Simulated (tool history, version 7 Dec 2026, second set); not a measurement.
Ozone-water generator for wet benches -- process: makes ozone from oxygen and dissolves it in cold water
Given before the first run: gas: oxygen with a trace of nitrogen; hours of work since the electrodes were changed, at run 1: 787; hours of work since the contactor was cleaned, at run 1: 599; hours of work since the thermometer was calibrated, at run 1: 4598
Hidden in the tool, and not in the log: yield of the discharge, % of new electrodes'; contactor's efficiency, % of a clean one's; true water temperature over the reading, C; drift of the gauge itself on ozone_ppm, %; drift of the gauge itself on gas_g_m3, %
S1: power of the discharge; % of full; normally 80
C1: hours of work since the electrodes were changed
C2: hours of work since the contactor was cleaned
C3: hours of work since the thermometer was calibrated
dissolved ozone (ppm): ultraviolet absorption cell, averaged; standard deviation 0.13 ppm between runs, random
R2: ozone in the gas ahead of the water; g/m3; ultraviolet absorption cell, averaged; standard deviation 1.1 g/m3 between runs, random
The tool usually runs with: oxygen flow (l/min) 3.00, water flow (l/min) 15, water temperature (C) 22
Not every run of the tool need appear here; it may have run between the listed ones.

Run 1, hour 0.0: usual settings; C1 787; C2 599; C3 4598. Result: dissolved ozone (ppm) 14.8, R2 196.2 g/m3.
Run 2, hour 30.8: usual settings; C1 811; C2 623; C3 4621. Result: dissolved ozone (ppm) 14.8, R2 193.1 g/m3.
Run 3, hour 69.2: usual settings; C1 841; C2 653; C3 4651. Result: dissolved ozone (ppm) 14.5, R2 193.6 g/m3.
Run 4, hour 111.4: usual settings; C1 873; C2 686; C3 4684. Result: dissolved ozone (ppm) 14.7, R2 192.8 g/m3.
Run 5, hour 145.2: usual settings; C1 900; C2 712; C3 4710. Result: dissolved ozone (ppm) 14.7, R2 193.6 g/m3.
Run 6, hour 178.4: usual settings; C1 925; C2 738; C3 4736. Result: dissolved ozone (ppm) 14.5, R2 194.1 g/m3.
Run 7, hour 199.8: usual settings but oxygen flow (l/min) 2.68; C1 942; C2 754; C3 4753. Result: dissolved ozone (ppm) 14.5, R2 204.2 g/m3.
Run 8, hour 227.6: usual settings but water temperature (C) 15; C1 964; C2 776; C3 4774. Result: dissolved ozone (ppm) 16.0, R2 194.6 g/m3.
Run 9, hour 269.7: usual settings but S1 60 % of full, oxygen flow (l/min) 4.36, water flow (l/min) 14, water temperature (C) 21; C1 996; C2 809; C3 4807. Result: dissolved ozone (ppm) 13.5, R2 135.1 g/m3.
At hour 276.4: contactor cleaned.
Run 10, hour 312.3: usual settings but S1 60 % of full, oxygen flow (l/min) 2.57, water flow (l/min) 9, water temperature (C) 21; C1 1026; C2 28; C3 4837. Result: dissolved ozone (ppm) 17.9, R2 173.8 g/m3.
Run 11, hour 335.5: usual settings but S1 43 % of full, oxygen flow (l/min) 2.75, water flow (l/min) 9, water temperature (C) 15; C1 1044; C2 46; C3 4855. Result: dissolved ozone (ppm) 15.9, R2 136.0 g/m3.
Run 12, hour 368.3: usual settings but S1 43 % of full, oxygen flow (l/min) 2.75, water flow (l/min) 9, water temperature (C) 15; C1 1070; C2 71; C3 4880. Result: dissolved ozone (ppm) 15.8, R2 136.1 g/m3.
Run 13, hour 397.8: usual settings but S1 44 % of full, oxygen flow (l/min) 2.51, water flow (l/min) 13, water temperature (C) 18; C1 1093; C2 94; C3 4903. Result: dissolved ozone (ppm) 11.3, R2 142.4 g/m3.
At hour 438.8: contactor cleaned, once more.
Run 14, hour 441.6: usual settings but S1 46 % of full, water flow (l/min) 12, water temperature (C) 24; C1 1123; C2 2; C3 4934. Result: dissolved ozone (ppm) 11.7, R2 134.5 g/m3.
Run 15, hour 478.2: usual settings but S1 46 % of full, water flow (l/min) 12, water temperature (C) 24; C1 1152; C2 31; C3 4963. Result: dissolved ozone (ppm) 11.8, R2 136.1 g/m3.
Run 16, hour 517.0: usual settings but S1 41 % of full, oxygen flow (l/min) 4.44; C1 1182; C2 61; C3 4993. Result: dissolved ozone (ppm) 9.8, R2 105.1 g/m3.

Consider 4 possible next runs. They are alternatives, not a sequence: every one starts from the tool as it was left by run 16. What does each give?
Run A, hour 557.2: usual settings but oxygen flow (l/min) 4.06; C1 1213; C2 92; C3 5024. Result: dissolved ozone (ppm) ?, R2 ?.
Run B, hour 557.2: usual settings but S1 41 % of full, oxygen flow (l/min) 4.44, water flow (l/min) 14; C1 1213; C2 92; C3 5024. Result: dissolved ozone (ppm) ?, R2 ?.
Run C, hour 557.2: usual settings but S1 79 % of full, oxygen flow (l/min) 4.35, water temperature (C) 17; C1 1213; C2 92; C3 5024. Result: dissolved ozone (ppm) ?, R2 ?.
Run D, hour 557.2: usual settings but S1 41 % of full, oxygen flow (l/min) 3.05; C1 1213; C2 92; C3 5024. Result: dissolved ozone (ppm) ?, R2 ?.

run  dissolved ozone (ppm)     R2
  A                   14.8  169.1
  B                   10.4  105.2
  C                   16.3  161.5
  D                    9.6  126.4
Take away the tool's hidden state, keep each run's random variation, and the runs would have read:
run  dissolved ozone (ppm)     R2
  A                   15.3  173.3
  B                   10.7  106.8
  C                   16.9  165.5
  D                    9.8  128.4

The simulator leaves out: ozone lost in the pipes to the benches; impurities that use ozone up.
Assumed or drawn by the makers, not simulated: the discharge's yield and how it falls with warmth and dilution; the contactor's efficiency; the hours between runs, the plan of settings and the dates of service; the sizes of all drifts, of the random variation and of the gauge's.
